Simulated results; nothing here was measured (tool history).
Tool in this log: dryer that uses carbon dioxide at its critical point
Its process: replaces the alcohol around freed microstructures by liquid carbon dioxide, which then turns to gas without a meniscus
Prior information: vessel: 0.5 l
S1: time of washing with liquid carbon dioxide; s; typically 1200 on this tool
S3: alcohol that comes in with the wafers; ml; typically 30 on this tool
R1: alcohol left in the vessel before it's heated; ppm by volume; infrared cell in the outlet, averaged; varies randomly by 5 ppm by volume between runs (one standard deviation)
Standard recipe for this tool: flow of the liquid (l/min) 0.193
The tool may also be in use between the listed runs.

{"run": 1, "day": 0.0, "S1": 1200, "flow of the liquid (l/min)": 0.193, "S3": 30, "R1": 123}
{"run": 2, "day": 0.458, "S1": 1200, "flow of the liquid (l/min)": 0.193, "S3": 30, "R1": 124}
{"run": 3, "day": 0.825, "S1": 1200, "flow of the liquid (l/min)": 0.193, "S3": 30, "R1": 127}
{"run": 4, "day": 1.208, "S1": 1200, "flow of the liquid (l/min)": 0.193, "S3": 30, "R1": 144}
{"run": 5, "day": 1.521, "S1": 1200, "flow of the liquid (l/min)": 0.193, "S3": 30, "R1": 140}
{"run": 6, "day": 1.958, "S1": 1200, "flow of the liquid (l/min)": 0.193, "S3": 30, "R1": 141}
{"run": 7, "day": 2.375, "S1": 1200, "flow of the liquid (l/min)": 0.315, "S3": 30, "R1": 73}
{"run": 8, "day": 2.75, "S1": 1200, "flow of the liquid (l/min)": 0.126, "S3": 30, "R1": 820}
{"run": 9, "day": 3.025, "S1": 1200, "flow of the liquid (l/min)": 0.16, "S3": 30, "R1": 294}
{"run": 10, "day": 3.446, "S1": 1200, "flow of the liquid (l/min)": 0.193, "S3": 30, "R1": 151}
{"run": 11, "day": 3.9, "S1": 1200, "flow of the liquid (l/min)": 0.236, "S3": 30, "R1": 93}
{"run": 12, "day": 4.533, "S1": 1200, "flow of the liquid (l/min)": 0.236, "S3": 30, "R1": 96}
{"run": 13, "day": 5.033, "S1": 1200, "flow of the liquid (l/min)": 0.3, "S3": 49, "R1": 81}
{"run": 14, "day": 5.612, "S1": 1140, "flow of the liquid (l/min)": 0.182, "S3": 36, "R1": 264}
{"run": 15, "day": 6.158, "S1": 1140, "flow of the liquid (l/min)": 0.182, "S3": 36, "R1": 260}
{"run": 16, "day": 6.467, "S1": 960, "flow of the liquid (l/min)": 0.208, "S3": 23, "R1": 228}
{"run": 17, "day": 7.125, "S1": 900, "flow of the liquid (l/min)": 0.262, "S3": 95, "R1": 304}
{"run": 18, "day": 7.446, "S1": 840, "flow of the liquid (l/min)": 0.132, "S3": 95, "R1": 8034}
{"run": 19, "day": 7.988, "S1": 1140, "flow of the liquid (l/min)": 0.186, "S3": 30, "R1": 248}
{"run": 20, "day": 8.433, "S1": 1200, "flow of the liquid (l/min)": 0.193, "S3": 107, "R1": 390}
{"run": 21, "day": 8.888, "S1": 1740, "flow of the liquid (l/min)": 0.282, "S3": 30, "R1": 101}
{"run": 22, "day": 9.283, "S1": 1260, "flow of the liquid (l/min)": 0.269, "S3": 57, "R1": 109}

5 options for the next run, each taken on its own from the tool as it stands now. Forecast them:
{"run": "A", "day": 9.904, "S1": 1260, "flow of the liquid (l/min)": 0.176, "S3": 57, "R1": "?"}
{"run": "B", "day": 9.904, "S1": 1320, "flow of the liquid (l/min)": 0.288, "S3": 28, "R1": "?"}
{"run": "C", "day": 9.904, "S1": 1200, "flow of the liquid (l/min)": 0.161, "S3": 30, "R1": "?"}
{"run": "D", "day": 9.904, "S1": 1200, "flow of the liquid (l/min)": 0.193, "S3": 91, "R1": "?"}
{"run": "E", "day": 9.904, "S1": 1200, "flow of the liquid (l/min)": 0.258, "S3": 30, "R1": "?"}

run=A R1=321
run=B R1=103
run=C R1=361
run=D R1=345
run=E R1=114
Had the tool no hidden state, the same runs would have come out as:
run=A R1=99
run=B R1=1
run=C R1=123
run=D R1=98
run=E R1=7
